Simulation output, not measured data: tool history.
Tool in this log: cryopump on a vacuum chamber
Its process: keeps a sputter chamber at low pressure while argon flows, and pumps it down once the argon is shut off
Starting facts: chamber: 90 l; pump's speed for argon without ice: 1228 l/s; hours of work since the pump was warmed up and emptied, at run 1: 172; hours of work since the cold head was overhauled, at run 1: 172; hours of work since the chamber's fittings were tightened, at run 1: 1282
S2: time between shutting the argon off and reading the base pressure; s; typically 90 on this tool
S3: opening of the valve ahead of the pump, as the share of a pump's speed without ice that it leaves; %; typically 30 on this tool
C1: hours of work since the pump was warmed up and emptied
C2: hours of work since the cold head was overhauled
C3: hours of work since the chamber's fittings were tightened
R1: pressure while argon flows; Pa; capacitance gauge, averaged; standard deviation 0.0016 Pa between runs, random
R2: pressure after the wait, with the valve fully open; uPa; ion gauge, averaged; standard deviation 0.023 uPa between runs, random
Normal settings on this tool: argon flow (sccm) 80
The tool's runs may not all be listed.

Run 1, hour 0.0: usual settings; C1 172; C2 172; C3 1282. Result: R1 0.3767 Pa, R2 1.51 uPa.
Run 2, hour 9.0: usual settings; C1 176; C2 176; C3 1287. Result: R1 0.3780 Pa, R2 1.52 uPa.
Run 3, hour 19.1: usual settings; C1 182; C2 182; C3 1292. Result: R1 0.3750 Pa, R2 1.53 uPa.
Run 4, hour 30.9: usual settings but S2 127 s; C1 188; C2 188; C3 1298. Result: R1 0.3765 Pa, R2 1.41 uPa.
Run 5, hour 44.3: usual settings but S2 127 s, S3 24 %; C1 195; C2 195; C3 1305. Result: R1 0.4652 Pa, R2 1.42 uPa.
Run 6, hour 56.4: usual settings but S2 127 s, S3 24 %; C1 201; C2 201; C3 1311. Result: R1 0.4719 Pa, R2 1.40 uPa.
Run 7, hour 64.8: usual settings but S2 127 s, S3 24 %; C1 205; C2 205; C3 1315. Result: R1 0.4687 Pa, R2 1.38 uPa.
Run 8, hour 77.9: usual settings but S2 127 s, S3 24 %; C1 212; C2 212; C3 1322. Result: R1 0.4688 Pa, R2 1.48 uPa.
Run 9, hour 92.4: usual settings but S2 291 s, S3 24 %; C1 220; C2 220; C3 1330. Result: R1 0.4710 Pa, R2 1.27 uPa.
Run 10, hour 103.8: usual settings but S2 291 s, S3 24 %; C1 226; C2 226; C3 1336. Result: R1 0.4736 Pa, R2 1.24 uPa.
Run 11, hour 111.9: usual settings but S2 291 s, S3 29 %; C1 230; C2 230; C3 1340. Result: R1 0.3926 Pa, R2 1.22 uPa.
Run 12, hour 120.3: usual settings but S2 291 s, S3 23 %; C1 234; C2 234; C3 1344. Result: R1 0.4902 Pa, R2 1.23 uPa.
Run 13, hour 136.6: usual settings but S3 58 %; C1 243; C2 243; C3 1353. Result: R1 0.2024 Pa, R2 1.58 uPa.
Run 14, hour 151.1: usual settings but S3 58 %; C1 250; C2 250; C3 1360. Result: R1 0.2007 Pa, R2 1.62 uPa.
Run 15, hour 160.3: usual settings but argon flow (sccm) 123, S2 230 s; C1 255; C2 255; C3 1365. Result: R1 0.5791 Pa, R2 1.29 uPa.
Run 16, hour 175.9: usual settings but S3 42 %; C1 263; C2 263; C3 1373. Result: R1 0.2738 Pa, R2 1.61 uPa.
Run 17, hour 190.5: usual settings but S2 232 s, S3 46 %; C1 271; C2 271; C3 1381. Result: R1 0.2533 Pa, R2 1.29 uPa.
Run 18, hour 202.7: usual settings but S2 232 s, S3 46 %; C1 277; C2 277; C3 1387. Result: R1 0.2505 Pa, R2 1.34 uPa.
Run 19, hour 212.7: usual settings but argon flow (sccm) 69, S2 232 s, S3 16 %; C1 282; C2 282; C3 1392. Result: R1 0.6064 Pa, R2 1.30 uPa.
Run 20, hour 224.9: usual settings but argon flow (sccm) 69, S2 42 s, S3 22 %; C1 289; C2 289; C3 1399. Result: R1 0.4430 Pa, R2 2.28 uPa.
Run 21, hour 237.5: usual settings but argon flow (sccm) 60; C1 295; C2 295; C3 1405. Result: R1 0.2856 Pa, R2 1.67 uPa.
Run 22, hour 255.5: usual settings but argon flow (sccm) 141, S2 123 s, S3 18 %; C1 304; C2 304; C3 1415. Result: R1 1.1085 Pa, R2 1.52 uPa.
Run 23, hour 264.6: usual settings but argon flow (sccm) 45, S2 167 s, S3 34 %; C1 309; C2 309; C3 1419. Result: R1 0.1897 Pa, R2 1.46 uPa.
Run 24, hour 273.4: usual settings but argon flow (sccm) 38, S2 38 s, S3 18 %; C1 314; C2 314; C3 1424. Result: R1 0.2988 Pa, R2 2.36 uPa.
Run 25, hour 288.4: usual settings but argon flow (sccm) 38, S2 38 s, S3 18 %; C1 322; C2 322; C3 1432. Result: R1 0.2987 Pa, R2 2.38 uPa.
Run 26, hour 304.0: usual settings but argon flow (sccm) 71, S2 61 s, S3 17 %; C1 330; C2 330; C3 1440. Result: R1 0.5898 Pa, R2 1.96 uPa.
Run 27, hour 322.2: usual settings but argon flow (sccm) 71, S2 61 s, S3 17 %; C1 339; C2 339; C3 1449. Result: R1 0.5905 Pa, R2 1.97 uPa.
Run 28, hour 340.5: usual settings but argon flow (sccm) 71, S2 25 s, S3 34 %; C1 349; C2 349; C3 1459. Result: R1 0.3014 Pa, R2 3.07 uPa.

5 ways to go on from here, each from the tool as it stands after run 28. What would each give?
Run A, hour 354.3: usual settings but argon flow (sccm) 51, S2 39 s, S3 21 %; C1 356; C2 356; C3 1466. Result: R1 ?, R2 ?.
Run B, hour 354.3: usual settings but argon flow (sccm) 37, S2 198 s, S3 19 %; C1 356; C2 356; C3 1466. Result: R1 ?, R2 ?.
Run C, hour 354.3: usual settings but argon flow (sccm) 71, S2 157 s, S3 18 %; C1 356; C2 356; C3 1466. Result: R1 ?, R2 ?.
Run D, hour 354.3: usual settings but argon flow (sccm) 33, S2 167 s, S3 27 %; C1 356; C2 356; C3 1466. Result: R1 ?, R2 ?.
Run E, hour 354.3: usual settings but argon flow (sccm) 64, S2 25 s, S3 51 %; C1 356; C2 356; C3 1466. Result: R1 ?, R2 ?.

run      R1    R2
  A  0.3470  2.44
  B  0.2754  1.46
  C  0.5592  1.47
  D  0.1760  1.45
  E  0.1858  3.09
Without the tool's unlogged condition, the same runs would have read:
run      R1    R2
  A  0.3363  1.46
  B  0.2677  0.49
  C  0.5443  0.51
  D  0.1691  0.50
  E  0.1724  2.12
